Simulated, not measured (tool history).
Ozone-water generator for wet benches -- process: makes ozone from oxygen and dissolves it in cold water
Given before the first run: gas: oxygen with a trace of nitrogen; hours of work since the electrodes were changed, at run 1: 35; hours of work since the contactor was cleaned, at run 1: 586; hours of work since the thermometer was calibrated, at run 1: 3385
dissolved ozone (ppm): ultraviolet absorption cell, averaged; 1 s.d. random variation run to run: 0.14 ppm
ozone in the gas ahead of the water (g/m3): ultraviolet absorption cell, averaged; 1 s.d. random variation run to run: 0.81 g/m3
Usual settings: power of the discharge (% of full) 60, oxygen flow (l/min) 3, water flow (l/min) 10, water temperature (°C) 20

run,hour,power of the discharge (% of full),oxygen flow (l/min),water flow (l/min),water temperature (°C),hours of work since the electrodes were changed,hours of work since the contactor was cleaned,hours of work since the thermometer was calibrated,dissolved ozone (ppm),ozone in the gas ahead of the water (g/m3)
1,0,60,3,10,20,35,586,3385,15.3,127.1
2,22.4,60,4.31,10,20,50,601,3400,15.5,107.3
3,47.9,60,4.31,10,20,67,618,3417,15.7,107.1
4,72.9,60,4.31,10,20,84,635,3433,15.4,107
5,95.6,60,4.31,10,20,99,650,3448,15.6,106
6,114.8,60,3,10,20,112,663,3461,15.3,127.4
7,145.8,60,3,10,20,132,683,3482,15.6,128.1
8,176.8,60,4.94,16,20,153,704,3502,11.5,102.1
9,210.1,60,4.94,16,20,175,726,3524,11.7,101.4
10,229.6,60,4.94,16,20,188,739,3537,11.5,100.6
11,253.8,60,1.85,12,20,204,755,3553,12.7,159.1

Forecast each of these 5 alternatives for the next run:
A,286.4,60,3,12,23,225,777,3575,?,?
B,286.4,46,1.85,15,20,225,777,3575,?,?
C,286.4,48,3,10,16,225,777,3575,?,?
D,286.4,60,3,10,20,225,777,3575,?,?
E,286.4,82,5.13,7,20,225,777,3575,?,?

run,dissolved ozone (ppm),ozone in the gas ahead of the water (g/m3)
A,13,127.6
B,8.7,130.7
C,14,109.2
D,15.3,125.8
E,22.2,123
Stripped of hidden state, with their random variation kept, the same runs would have yielded:
run,dissolved ozone (ppm),ozone in the gas ahead of the water (g/m3)
A,13,127.6
B,8.7,130.7
C,14,109.2
D,15.3,125.9
E,22.2,123
